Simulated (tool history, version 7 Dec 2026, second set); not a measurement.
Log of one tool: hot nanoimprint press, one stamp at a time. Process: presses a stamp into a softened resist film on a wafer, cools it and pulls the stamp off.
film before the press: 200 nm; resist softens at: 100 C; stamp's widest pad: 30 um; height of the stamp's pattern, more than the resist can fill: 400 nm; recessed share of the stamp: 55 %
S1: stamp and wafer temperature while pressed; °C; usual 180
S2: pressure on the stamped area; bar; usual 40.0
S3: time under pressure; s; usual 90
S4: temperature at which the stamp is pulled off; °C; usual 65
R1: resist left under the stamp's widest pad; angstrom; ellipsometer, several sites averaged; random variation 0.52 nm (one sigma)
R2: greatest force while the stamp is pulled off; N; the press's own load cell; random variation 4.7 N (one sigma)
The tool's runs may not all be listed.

Run 1, hour 0.0: usual settings. Result: R1 919 angstrom, R2 326 N.
Run 2, hour 5.3: usual settings. Result: R1 908 angstrom, R2 319 N.
At hour 12.2: stamp cleaned and given a new release coat.
Run 3, hour 17.8: usual settings but S2 42.2 bar. Result: R1 891 angstrom, R2 244 N.
Run 4, hour 24.9: usual settings but S2 42.2 bar. Result: R1 888 angstrom, R2 244 N.
Run 5, hour 34.6: usual settings but S2 42.2 bar. Result: R1 896 angstrom, R2 226 N.
Run 6, hour 44.6: usual settings but S2 42.2 bar. Result: R1 898 angstrom, R2 232 N.
Run 7, hour 52.3: usual settings but S4 67 °C. Result: R1 918 angstrom, R2 229 N.
Run 8, hour 60.7: usual settings but S4 67 °C. Result: R1 917 angstrom, R2 232 N.
Run 9, hour 67.0: usual settings but S4 67 °C. Result: R1 922 angstrom, R2 243 N.
Run 10, hour 77.1: usual settings but S4 67 °C. Result: R1 922 angstrom, R2 236 N.
Run 11, hour 83.4: usual settings but S3 97 s. Result: R1 882 angstrom, R2 236 N.
Run 12, hour 90.6: usual settings but S2 26.5 bar, S3 97 s. Result: R1 1099 angstrom, R2 246 N.
Run 13, hour 102.0: usual settings but S2 26.5 bar, S3 97 s. Result: R1 1089 angstrom, R2 245 N.
Run 14, hour 110.5: usual settings but S2 26.5 bar, S3 97 s. Result: R1 1098 angstrom, R2 242 N.
Run 15, hour 121.7: usual settings but S2 26.5 bar, S3 97 s. Result: R1 1088 angstrom, R2 243 N.
Run 16, hour 129.4: usual settings but S3 85 s, S4 52 °C. Result: R1 942 angstrom, R2 258 N.
Run 17, hour 139.5: usual settings but S1 176 °C, S2 47.4 bar. Result: R1 960 angstrom, R2 243 N.
Run 18, hour 148.5: usual settings but S2 59.9 bar. Result: R1 762 angstrom, R2 238 N.
Run 19, hour 155.5: usual settings but S1 175 °C, S2 48.8 bar, S3 154 s, S4 71 °C. Result: R1 809 angstrom, R2 239 N.
Run 20, hour 163.0: usual settings but S1 186 °C, S2 48.8 bar, S3 86 s, S4 71 °C. Result: R1 698 angstrom, R2 236 N.
Run 21, hour 170.7: usual settings but S1 186 °C, S2 48.8 bar, S3 86 s, S4 71 °C. Result: R1 718 angstrom, R2 244 N.
Run 22, hour 176.8: usual settings but S1 186 °C, S2 48.8 bar, S3 86 s, S4 71 °C. Result: R1 707 angstrom, R2 237 N.
Run 23, hour 183.3: usual settings but S1 188 °C, S2 48.8 bar, S3 115 s, S4 55 °C. Result: R1 597 angstrom, R2 263 N.
Run 24, hour 189.4: usual settings but S1 188 °C, S2 44.9 bar, S3 110 s, S4 55 °C. Result: R1 630 angstrom, R2 265 N.
Run 25, hour 199.1: usual settings but S1 186 °C, S3 126 s, S4 52 °C. Result: R1 676 angstrom, R2 276 N.
Run 26, hour 209.0: usual settings but S1 173 °C. Result: R1 1145 angstrom, R2 259 N.
Run 27, hour 215.9: usual settings but S1 178 °C, S2 33.6 bar, S3 87 s, S4 53 °C. Result: R1 1083 angstrom, R2 282 N.
Run 28, hour 227.0: usual settings but S1 178 °C, S2 47.7 bar, S3 56 s, S4 53 °C. Result: R1 1053 angstrom, R2 276 N.
Run 29, hour 238.2: usual settings but S1 178 °C, S2 39.5 bar, S3 56 s, S4 53 °C. Result: R1 1156 angstrom, R2 279 N.
Run 30, hour 244.1: usual settings but S1 171 °C, S2 39.5 bar, S3 62 s, S4 53 °C. Result: R1 1356 angstrom, R2 273 N.

3 ways to go on from here, each from the tool as it stands after run 30. What would each give?
Run A, hour 253.5: usual settings but S2 25.2 bar, S3 166 s, S4 64 °C. Result: R1 ?, R2 ?.
Run B, hour 253.5: usual settings but S1 171 °C, S2 43.2 bar, S3 62 s, S4 53 °C. Result: R1 ?, R2 ?.
Run C, hour 253.5: usual settings but S1 171 °C, S2 39.5 bar, S3 62 s, S4 68 °C. Result: R1 ?, R2 ?.

run    R1   R2
  A   936  251
  B  1314  281
  C  1360  250
Without the tool's hidden state the same runs would have given:
run    R1   R2
  A   886  225
  B  1251  252
  C  1298  224

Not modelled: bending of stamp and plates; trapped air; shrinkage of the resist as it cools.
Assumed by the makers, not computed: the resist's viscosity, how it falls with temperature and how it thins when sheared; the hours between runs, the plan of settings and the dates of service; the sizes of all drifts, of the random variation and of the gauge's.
